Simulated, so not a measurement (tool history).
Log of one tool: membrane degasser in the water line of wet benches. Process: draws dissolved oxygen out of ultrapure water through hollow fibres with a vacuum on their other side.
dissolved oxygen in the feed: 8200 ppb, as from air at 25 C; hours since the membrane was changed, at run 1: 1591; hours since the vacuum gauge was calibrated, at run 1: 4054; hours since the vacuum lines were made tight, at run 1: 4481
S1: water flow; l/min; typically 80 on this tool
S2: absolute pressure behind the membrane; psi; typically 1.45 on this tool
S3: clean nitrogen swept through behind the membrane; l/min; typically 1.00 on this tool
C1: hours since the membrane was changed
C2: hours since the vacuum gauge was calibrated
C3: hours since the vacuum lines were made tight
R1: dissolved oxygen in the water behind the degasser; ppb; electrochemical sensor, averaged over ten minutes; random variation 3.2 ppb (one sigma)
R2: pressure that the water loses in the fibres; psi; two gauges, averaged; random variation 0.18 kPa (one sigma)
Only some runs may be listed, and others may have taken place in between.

Run 1, hour 0.0: usual settings; C1 1591; C2 4054; C3 4481. Result: R1 864.5 ppb, R2 4.524 psi.
Run 2, hour 24.4: usual settings; C1 1616; C2 4078; C3 4506. Result: R1 864.4 ppb, R2 4.582 psi.
Run 3, hour 67.3: usual settings but S3 0.78 l/min; C1 1658; C2 4121; C3 4548. Result: R1 1002.2 ppb, R2 4.511 psi.
Run 4, hour 86.9: usual settings but S3 1.64 l/min; C1 1678; C2 4141; C3 4568. Result: R1 621.9 ppb, R2 4.582 psi.
Run 5, hour 105.9: usual settings but S3 1.64 l/min; C1 1697; C2 4160; C3 4587. Result: R1 623.1 ppb, R2 4.579 psi.
Run 6, hour 131.4: usual settings but S1 64 l/min; C1 1723; C2 4185; C3 4613. Result: R1 746.1 ppb, R2 3.709 psi.
Run 7, hour 176.7: usual settings but S1 64 l/min, S2 3.41 psi; C1 1768; C2 4230; C3 4658. Result: R1 1931.0 ppb, R2 3.661 psi.
Run 8, hour 199.4: usual settings but S1 64 l/min, S2 3.41 psi; C1 1791; C2 4253; C3 4680. Result: R1 1934.8 ppb, R2 3.667 psi.
Run 9, hour 239.2: usual settings but S1 64 l/min, S2 3.41 psi; C1 1830; C2 4293; C3 4720. Result: R1 1920.4 ppb, R2 3.638 psi.
Run 10, hour 263.7: usual settings but S1 64 l/min, S2 3.41 psi; C1 1855; C2 4317; C3 4745. Result: R1 1932.0 ppb, R2 3.646 psi.
Run 11, hour 286.2: usual settings but S1 64 l/min, S2 3.41 psi; C1 1877; C2 4340; C3 4767. Result: R1 1917.2 ppb, R2 3.685 psi.
Run 12, hour 315.0: usual settings; C1 1906; C2 4369; C3 4796. Result: R1 868.9 ppb, R2 4.599 psi.
Run 13, hour 343.5: usual settings; C1 1935; C2 4397; C3 4825. Result: R1 865.4 ppb, R2 4.588 psi.
Run 14, hour 379.4: usual settings; C1 1971; C2 4433; C3 4861. Result: R1 869.2 ppb, R2 4.595 psi.
Run 15, hour 405.2: usual settings; C1 1996; C2 4459; C3 4886. Result: R1 863.7 ppb, R2 4.606 psi.
Run 16, hour 441.2: usual settings; C1 2032; C2 4495; C3 4922. Result: R1 870.9 ppb, R2 4.511 psi.
Run 17, hour 466.1: usual settings; C1 2057; C2 4520; C3 4947. Result: R1 862.5 ppb, R2 4.553 psi.
Run 18, hour 510.7: usual settings; C1 2102; C2 4564; C3 4992. Result: R1 870.0 ppb, R2 4.559 psi.
Run 19, hour 555.4: usual settings; C1 2147; C2 4609; C3 5037. Result: R1 868.6 ppb, R2 4.585 psi.
Run 20, hour 588.7: usual settings; C1 2180; C2 4642; C3 5070. Result: R1 867.9 ppb, R2 4.583 psi.
Run 21, hour 625.3: usual settings but S2 1.20 psi, S3 2.67 l/min; C1 2216; C2 4679; C3 5106. Result: R1 335.4 ppb, R2 4.535 psi.
Run 22, hour 648.3: usual settings but S1 81 l/min, S3 0.83 l/min; C1 2239; C2 4702; C3 5129. Result: R1 978.7 ppb, R2 4.640 psi.
At hour 677.4: vacuum gauge calibrated.
Run 23, hour 690.5: usual settings but S1 72 l/min, S2 1.17 psi, S3 2.78 l/min; C1 2281; C2 13; C3 5171. Result: R1 276.1 ppb, R2 4.086 psi.
Run 24, hour 718.4: usual settings but S1 72 l/min, S2 2.09 psi, S3 2.78 l/min; C1 2309; C2 41; C3 5199. Result: R1 595.6 ppb, R2 4.118 psi.
Run 25, hour 743.8: usual settings but S2 1.86 psi; C1 2334; C2 66; C3 5224. Result: R1 1158.0 ppb, R2 4.560 psi.
Run 26, hour 770.2: usual settings but S1 85 l/min, S3 2.63 l/min; C1 2361; C2 93; C3 5251. Result: R1 458.2 ppb, R2 4.894 psi.
Run 27, hour 812.2: usual settings but S2 2.25 psi, S3 2.18 l/min; C1 2403; C2 135; C3 5293. Result: R1 848.9 ppb, R2 4.554 psi.
Run 28, hour 851.3: usual settings but S1 95 l/min, S2 0.94 psi, S3 0.85 l/min; C1 2442; C2 174; C3 5332. Result: R1 541.2 ppb, R2 5.426 psi.
Run 29, hour 878.0: usual settings but S1 110 l/min, S2 2.49 psi, S3 1.57 l/min; C1 2469; C2 201; C3 5359. Result: R1 1508.7 ppb, R2 6.376 psi.
Run 30, hour 915.2: usual settings but S1 59 l/min, S2 1.33 psi, S3 1.93 l/min; C1 2506; C2 238; C3 5396. Result: R1 376.8 ppb, R2 3.368 psi.
Run 31, hour 957.2: usual settings but S1 67 l/min, S2 2.78 psi, S3 1.45 l/min; C1 2548; C2 280; C3 5438. Result: R1 1267.5 ppb, R2 3.819 psi.
Run 32, hour 988.4: usual settings but S1 67 l/min, S2 2.78 psi, S3 1.45 l/min; C1 2579; C2 311; C3 5469. Result: R1 1256.4 ppb, R2 3.848 psi.
Run 33, hour 1007.7: usual settings but S1 115 l/min, S2 1.73 psi, S3 0.42 l/min; C1 2598; C2 330; C3 5488. Result: R1 1980.1 ppb, R2 6.588 psi.

How would selected steps in R1 from run to run divide? Give the signed amount a tool lacking its hidden state would still show from settings, what came in and random variation, and the signed amount left for the hidden state, including any gauge scatter that is not in both of the compared results.
The hidden state here: membrane still open, %; true pressure behind the membrane over the reading, kPa; air that leaks in behind the membrane, l/min; drift of the gauge itself on oxygen_ppb, %; drift of the gauge itself on loss_of_pressure_kpa, %.
Run 6 -> 7: S2 1.45 -> 3.41. R1 +1184.9 ppb: hidden state -2.5, all else +1187.4.
Run 11 -> 12: S1 64 -> 80, S2 3.41 -> 1.45. R1 -1048.3 ppb: hidden state +4.1, all else -1052.4.
Run 22 -> 23: S1 81 -> 72, S2 1.45 -> 1.17, S3 0.83 -> 2.78, vacuum gauge calibrated. R1 -702.6 ppb: hidden state -12.0, all else -690.6.
Run 24 -> 25: S1 72 -> 80, S2 2.09 -> 1.86, S3 2.78 -> 1.00. R1 +562.4 ppb: hidden state -5.3, all else +567.7.
Run 29 -> 30: S1 110 -> 59, S2 2.49 -> 1.33, S3 1.57 -> 1.93. R1 -1131.9 ppb: hidden state +0.9, all else -1132.8.
Run 32 -> 33: S1 67 -> 115, S2 2.78 -> 1.73, S3 1.45 -> 0.42. R1 +723.7 ppb: hidden state -14.6, all else +738.3.

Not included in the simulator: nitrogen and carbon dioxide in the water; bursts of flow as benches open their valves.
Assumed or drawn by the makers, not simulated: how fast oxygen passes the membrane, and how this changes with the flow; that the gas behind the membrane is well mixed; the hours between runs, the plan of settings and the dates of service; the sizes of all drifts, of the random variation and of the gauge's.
